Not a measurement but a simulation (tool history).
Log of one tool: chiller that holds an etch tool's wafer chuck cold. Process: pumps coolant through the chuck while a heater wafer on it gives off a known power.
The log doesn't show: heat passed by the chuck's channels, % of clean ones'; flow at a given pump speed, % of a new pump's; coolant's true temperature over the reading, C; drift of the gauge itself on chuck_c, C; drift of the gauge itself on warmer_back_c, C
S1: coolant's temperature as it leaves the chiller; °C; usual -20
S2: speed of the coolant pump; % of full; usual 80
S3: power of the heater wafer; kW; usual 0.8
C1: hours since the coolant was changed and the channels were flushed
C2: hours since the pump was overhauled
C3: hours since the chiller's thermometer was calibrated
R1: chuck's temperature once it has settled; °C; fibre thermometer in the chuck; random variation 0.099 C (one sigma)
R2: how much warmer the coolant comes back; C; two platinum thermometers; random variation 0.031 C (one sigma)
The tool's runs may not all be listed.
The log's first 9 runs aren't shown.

run,hour,S1,S2,S3,C1,C2,C3,R1,R2
10,404,-20,79,0.715,2914,1083,1106,-14.52,2.03
11,462.4,-20,99,0.715,2972,1141,1164,-15.38,1.58
12,522,-20,80,0.452,3032,1201,1224,-16.47,1.32
13,555,-20,61,0.452,3065,1233,1257,-15.5,1.7
14,598.6,-20,61,0.452,3108,1277,1300,-15.49,1.7
15,632,-20,85,0.8,3142,1311,1334,-14.14,2.08
16,660.6,-26,74,0.453,3170,1339,1362,-22.15,1.38
17,717.9,-30,68,0.898,3228,1396,1419,-22.08,2.99
18,769.6,-20,92,1.081,3279,1448,1471,-12.4,2.56
19,829.2,-20,92,1.081,3339,1508,1531,-12.48,2.56
20,889.2,-20,92,0.619,3399,1568,1591,-15.66,1.49
21,943,-20,92,0.619,3453,1621,1645,-15.38,1.46
22,1004.7,-14,62,0.619,3514,1683,1706,-7.89,2.32
23,1042.5,-20,68,0.458,3552,1721,1744,-15.63,1.51
24,1083,-15,92,0.679,3593,1762,1785,-10.22,1.64
# hour 1116.7: gauge calibrated
25,1118.5,-17,77,0.8,3628,1797,1820,-11.04,2.34
26,1165.3,-17,67,0.8,3675,1844,1867,-10.2,2.75
27,1198,-17,67,0.8,3708,1876,1900,-10.15,2.81
28,1241.7,-24,63,0.621,3751,1920,1943,-18.3,2.29
29,1273.8,-24,63,0.621,3784,1952,1975,-18.29,2.29
30,1319.5,-24,63,0.621,3829,1998,2021,-18.28,2.3

Forecast each of these 5 alternatives for the next run:
A,1368.2,-25,61,0.894,3878,2047,2070,?,?
B,1368.2,-23,63,0.621,3878,2047,2070,?,?
C,1368.2,-20,78,0.475,3878,2047,2070,?,?
D,1368.2,-19,65,0.5,3878,2047,2070,?,?
E,1368.2,-20,80,0.623,3878,2047,2070,?,?

run,R1,R2
A,-16.61,3.43
B,-17.19,2.27
C,-16.43,1.39
D,-14.71,1.8
E,-15.25,1.74
Without the tool's hidden state the same runs would have given:
run,R1,R2
A,-16.73,3.43
B,-17.31,2.27
C,-16.54,1.39
D,-14.82,1.8
E,-15.37,1.74
